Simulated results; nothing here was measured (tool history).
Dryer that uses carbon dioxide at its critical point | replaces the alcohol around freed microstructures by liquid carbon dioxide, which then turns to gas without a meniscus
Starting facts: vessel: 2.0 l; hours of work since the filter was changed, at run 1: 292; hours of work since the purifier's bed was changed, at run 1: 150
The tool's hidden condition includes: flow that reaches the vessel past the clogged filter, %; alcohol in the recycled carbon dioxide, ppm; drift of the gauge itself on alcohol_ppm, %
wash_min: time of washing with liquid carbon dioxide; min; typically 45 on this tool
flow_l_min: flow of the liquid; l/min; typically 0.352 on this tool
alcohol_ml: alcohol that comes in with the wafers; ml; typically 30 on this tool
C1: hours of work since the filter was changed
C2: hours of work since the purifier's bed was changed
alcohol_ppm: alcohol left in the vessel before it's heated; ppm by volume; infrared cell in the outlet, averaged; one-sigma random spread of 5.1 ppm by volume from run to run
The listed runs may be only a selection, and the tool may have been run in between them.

run 1 day=0 | wash_min=45 flow_l_min=0.352 alcohol_ml=30 | C1=292 C2=150 | alcohol_ppm=92
run 2 day=0.567 | wash_min=45 flow_l_min=0.352 alcohol_ml=42 | C1=297 C2=155 | alcohol_ppm=118
run 3 day=1.1 | wash_min=66 flow_l_min=0.352 alcohol_ml=30 | C1=302 C2=159 | alcohol_ppm=23
run 4 day=1.562 | wash_min=66 flow_l_min=0.352 alcohol_ml=30 | C1=306 C2=163 | alcohol_ppm=29
run 5 day=2.388 | wash_min=36 flow_l_min=0.352 alcohol_ml=30 | C1=313 C2=170 | alcohol_ppm=227
run 6 day=3.038 | wash_min=36 flow_l_min=0.352 alcohol_ml=30 | C1=318 C2=175 | alcohol_ppm=234
run 7 day=3.5 | wash_min=36 flow_l_min=0.352 alcohol_ml=30 | C1=322 C2=179 | alcohol_ppm=244
run 8 day=4.308 | wash_min=36 flow_l_min=0.352 alcohol_ml=30 | C1=329 C2=186 | alcohol_ppm=230
run 9 day=4.779 | wash_min=36 flow_l_min=0.45 alcohol_ml=30 | C1=333 C2=190 | alcohol_ppm=89
run 10 day=5.196 | wash_min=36 flow_l_min=0.48 alcohol_ml=30 | C1=336 C2=194 | alcohol_ppm=68
run 11 day=5.796 | wash_min=36 flow_l_min=0.48 alcohol_ml=30 | C1=341 C2=199 | alcohol_ppm=82
run 12 day=6.708 | wash_min=36 flow_l_min=0.48 alcohol_ml=30 | C1=349 C2=207 | alcohol_ppm=73
run 13 day=7.283 | wash_min=36 flow_l_min=0.48 alcohol_ml=30 | C1=354 C2=211 | alcohol_ppm=73
run 14 day=7.658 | wash_min=36 flow_l_min=0.48 alcohol_ml=30 | C1=357 C2=215 | alcohol_ppm=75
run 15 day=8.079 | wash_min=45 flow_l_min=0.352 alcohol_ml=35 | C1=361 C2=218 | alcohol_ppm=120
run 16 day=8.504 | wash_min=45 flow_l_min=0.352 alcohol_ml=35 | C1=364 C2=222 | alcohol_ppm=121
run 17 day=9.083 | wash_min=45 flow_l_min=0.352 alcohol_ml=35 | C1=369 C2=227 | alcohol_ppm=122
run 18 day=9.788 | wash_min=45 flow_l_min=0.352 alcohol_ml=35 | C1=375 C2=233 | alcohol_ppm=117
run 19 day=10.392 | wash_min=45 flow_l_min=0.352 alcohol_ml=30 | C1=380 C2=238 | alcohol_ppm=101
run 20 day=10.992 | wash_min=45 flow_l_min=0.352 alcohol_ml=30 | C1=385 C2=243 | alcohol_ppm=111
run 21 day=11.642 | wash_min=45 flow_l_min=0.352 alcohol_ml=110 | C1=391 C2=248 | alcohol_ppm=326
run 22 day=12.454 | wash_min=45 flow_l_min=0.352 alcohol_ml=102 | C1=398 C2=255 | alcohol_ppm=301
run 23 day=13.188 | wash_min=45 flow_l_min=0.352 alcohol_ml=102 | C1=404 C2=261 | alcohol_ppm=303
run 24 day=13.679 | wash_min=35 flow_l_min=0.349 alcohol_ml=48 | C1=408 C2=265 | alcohol_ppm=467
run 25 day=14.288 | wash_min=43 flow_l_min=0.352 alcohol_ml=30 | C1=413 C2=271 | alcohol_ppm=142
run 26 day=14.725 | wash_min=45 flow_l_min=0.361 alcohol_ml=21 | C1=417 C2=274 | alcohol_ppm=98
run 27 day=15.229 | wash_min=63 flow_l_min=0.352 alcohol_ml=48 | C1=421 C2=279 | alcohol_ppm=59
run 28 day=15.654 | wash_min=63 flow_l_min=0.352 alcohol_ml=48 | C1=425 C2=282 | alcohol_ppm=56
run 29 day=16.488 | wash_min=50 flow_l_min=0.217 alcohol_ml=30 | C1=432 C2=289 | alcohol_ppm=469
run 30 day=17.092 | wash_min=50 flow_l_min=0.217 alcohol_ml=30 | C1=437 C2=294 | alcohol_ppm=494
run 31 day=17.908 | wash_min=52 flow_l_min=0.268 alcohol_ml=56 | C1=444 C2=301 | alcohol_ppm=335
run 32 day=18.296 | wash_min=45 flow_l_min=0.263 alcohol_ml=56 | C1=447 C2=305 | alcohol_ppm=633
run 33 day=18.75 | wash_min=31 flow_l_min=0.513 alcohol_ml=31 | C1=451 C2=308 | alcohol_ppm=132
run 34 day=19.529 | wash_min=46 flow_l_min=0.269 alcohol_ml=22 | C1=457 C2=315 | alcohol_ppm=245
run 35 day=20.242 | wash_min=42 flow_l_min=0.295 alcohol_ml=29 | C1=463 C2=321 | alcohol_ppm=301
-- day=20.621 inlet filter changed
run 36 day=21.104 | wash_min=60 flow_l_min=0.415 alcohol_ml=29 | C1=4 C2=328 | alcohol_ppm=48
run 37 day=21.525 | wash_min=54 flow_l_min=0.352 alcohol_ml=24 | C1=8 C2=331 | alcohol_ppm=62
run 38 day=22.279 | wash_min=54 flow_l_min=0.352 alcohol_ml=24 | C1=14 C2=338 | alcohol_ppm=60
run 39 day=22.671 | wash_min=45 flow_l_min=0.352 alcohol_ml=37 | C1=17 C2=341 | alcohol_ppm=99
run 40 day=23.129 | wash_min=43 flow_l_min=0.301 alcohol_ml=34 | C1=21 C2=345 | alcohol_ppm=197
run 41 day=24 | wash_min=43 flow_l_min=0.301 alcohol_ml=34 | C1=29 C2=352 | alcohol_ppm=194
run 42 day=24.858 | wash_min=45 flow_l_min=0.281 alcohol_ml=25 | C1=36 C2=360 | alcohol_ppm=189
run 43 day=25.429 | wash_min=59 flow_l_min=0.278 alcohol_ml=55 | C1=41 C2=364 | alcohol_ppm=117
run 44 day=26.233 | wash_min=59 flow_l_min=0.278 alcohol_ml=55 | C1=47 C2=371 | alcohol_ppm=127

Difference, measured minus no-hidden-state, one row per run. Run-to-run variation is common to both terms; the gauge's own scatter need not be:
run=1 alcohol_ppm=+44
run=2 alcohol_ppm=+54
run=3 alcohol_ppm=+23
run=4 alcohol_ppm=+23
run=5 alcohol_ppm=+85
run=6 alcohol_ppm=+89
run=7 alcohol_ppm=+90
run=8 alcohol_ppm=+91
run=9 alcohol_ppm=+52
run=10 alcohol_ppm=+44
run=11 alcohol_ppm=+45
run=12 alcohol_ppm=+47
run=13 alcohol_ppm=+48
run=14 alcohol_ppm=+49
run=15 alcohol_ppm=+66
run=16 alcohol_ppm=+66
run=17 alcohol_ppm=+70
run=18 alcohol_ppm=+70
run=19 alcohol_ppm=+67
run=20 alcohol_ppm=+67
run=21 alcohol_ppm=+162
run=22 alcohol_ppm=+153
run=23 alcohol_ppm=+155
run=24 alcohol_ppm=+198
run=25 alcohol_ppm=+84
run=26 alcohol_ppm=+61
run=27 alcohol_ppm=+46
run=28 alcohol_ppm=+49
run=29 alcohol_ppm=+192
run=30 alcohol_ppm=+202
run=31 alcohol_ppm=+170
run=32 alcohol_ppm=+277
run=33 alcohol_ppm=+85
run=34 alcohol_ppm=+127
run=35 alcohol_ppm=+152
run=36 alcohol_ppm=+44
run=37 alcohol_ppm=+46
run=38 alcohol_ppm=+46
run=39 alcohol_ppm=+47
run=40 alcohol_ppm=+51
run=41 alcohol_ppm=+54
run=42 alcohol_ppm=+57
run=43 alcohol_ppm=+53
run=44 alcohol_ppm=+57
